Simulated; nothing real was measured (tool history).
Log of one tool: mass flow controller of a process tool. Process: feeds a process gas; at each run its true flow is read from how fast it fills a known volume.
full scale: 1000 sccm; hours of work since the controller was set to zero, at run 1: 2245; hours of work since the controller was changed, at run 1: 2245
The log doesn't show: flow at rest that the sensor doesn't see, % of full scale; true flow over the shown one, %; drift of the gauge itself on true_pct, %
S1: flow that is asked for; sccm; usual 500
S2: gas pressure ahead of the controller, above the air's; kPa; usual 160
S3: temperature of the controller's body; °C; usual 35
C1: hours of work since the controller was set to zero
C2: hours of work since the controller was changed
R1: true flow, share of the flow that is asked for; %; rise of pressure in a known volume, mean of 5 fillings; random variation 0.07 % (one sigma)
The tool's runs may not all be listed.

| run | day | S1 | S2 | S3 | C1 | C2 | R1 |
|---|---|---|---|---|---|---|---|
| 1 | 0 | 500 | 160 | 35 | 2245 | 2245 | 99.18 |
| 2 | 2.429 | 500 | 160 | 35 | 2275 | 2275 | 99.23 |
| 3 | 5.446 | 500 | 160 | 35 | 2313 | 2313 | 99.24 |
| 4 | 9.838 | 500 | 160 | 35 | 2368 | 2368 | 99.38 |
| 5 | 13.996 | 556 | 160 | 35 | 2420 | 2420 | 99.14 |
| 6 | 16.721 | 556 | 160 | 29 | 2454 | 2454 | 99.48 |
| 7 | 19.217 | 556 | 160 | 29 | 2485 | 2485 | 99.47 |
| 8 | 23.158 | 556 | 160 | 29 | 2534 | 2534 | 99.62 |
| 9 | 26.867 | 556 | 160 | 29 | 2580 | 2580 | 99.61 |
| 10 | 30.021 | 556 | 160 | 29 | 2620 | 2620 | 99.56 |
| 11 | 34.992 | 500 | 142 | 35 | 2682 | 2682 | 99.23 |
| 12 | 37.754 | 500 | 142 | 35 | 2716 | 2716 | 99.08 |
| 13 | 41.146 | 500 | 142 | 35 | 2758 | 2758 | 99.29 |
| 14 | 44.929 | 500 | 142 | 35 | 2805 | 2805 | 99.31 |
| 15 | 48.521 | 500 | 219 | 35 | 2850 | 2850 | 99.53 |
| 16 | 52.758 | 500 | 219 | 35 | 2903 | 2903 | 99.68 |
| 17 | 57 | 500 | 219 | 35 | 2956 | 2956 | 99.85 |
| 18 | 60.65 | 216 | 160 | 35 | 3002 | 3002 | 100.01 |
| 19 | 65.808 | 216 | 160 | 35 | 3066 | 3066 | 100.02 |
| 20 | 70.433 | 216 | 160 | 35 | 3124 | 3124 | 100.03 |
| 21 | 75.288 | 216 | 171 | 35 | 3184 | 3184 | 100.25 |
| 22 | 77.842 | 216 | 171 | 35 | 3216 | 3216 | 100.2 |
| 23 | 80.821 | 216 | 171 | 35 | 3253 | 3253 | 100.08 |
| 24 | 84.433 | 216 | 171 | 35 | 3298 | 3298 | 100.21 |
| 25 | 90.054 | 106 | 160 | 21 | 3368 | 3368 | 102.76 |
|  | 90.496 | controller's zero set anew |
| 26 | 92.638 | 106 | 160 | 21 | 27 | 3400 | 104.75 |
| 27 | 95.988 | 972 | 160 | 22 | 68 | 3442 | 100.64 |
| 28 | 101.796 | 101 | 233 | 30 | 141 | 3514 | 104.94 |
| 29 | 107.562 | 109 | 194 | 38 | 213 | 3586 | 103.99 |
| 30 | 111.983 | 118 | 223 | 38 | 268 | 3641 | 103.8 |
| 31 | 114.488 | 845 | 176 | 25 | 299 | 3673 | 100.48 |
| 32 | 119.579 | 500 | 265 | 20 | 363 | 3736 | 101.37 |
|  | 121.038 | controller's zero set anew, once more |
| 33 | 123 | 201 | 241 | 20 | 24 | 3778 | 99.87 |
| 34 | 126.258 | 219 | 160 | 30 | 65 | 3819 | 98.88 |
| 35 | 129.862 | 127 | 279 | 30 | 110 | 3864 | 99.64 |
| 36 | 133.671 | 926 | 203 | 30 | 158 | 3912 | 99.78 |
| 37 | 139.258 | 926 | 203 | 30 | 227 | 3981 | 99.68 |
| 38 | 143.238 | 131 | 209 | 30 | 277 | 4031 | 99.32 |
| 39 | 146.971 | 131 | 209 | 30 | 323 | 4077 | 99.42 |
| 40 | 152.233 | 500 | 260 | 35 | 389 | 4143 | 99.44 |
| 41 | 157.129 | 198 | 159 | 35 | 450 | 4204 | 98.88 |
| 42 | 162.779 | 111 | 171 | 24 | 520 | 4274 | 99.67 |

How the hidden state differs across the entries between the runs, from the last listed run before each to the first after it:
Between runs 25 and 26: controller's zero set anew (day 90.496)
  flow at rest that the sensor doesn't see, % of full scale: 0.387 -> 0.595
  measured less the result without the state, R1: +3.66 -> +5.63 %
Between runs 32 and 33: controller's zero set anew, once more (day 121.038)
  flow at rest that the sensor doesn't see, % of full scale: 0.629 -> 0.028
  measured less the result without the state, R1: +1.3 -> +0.19 %
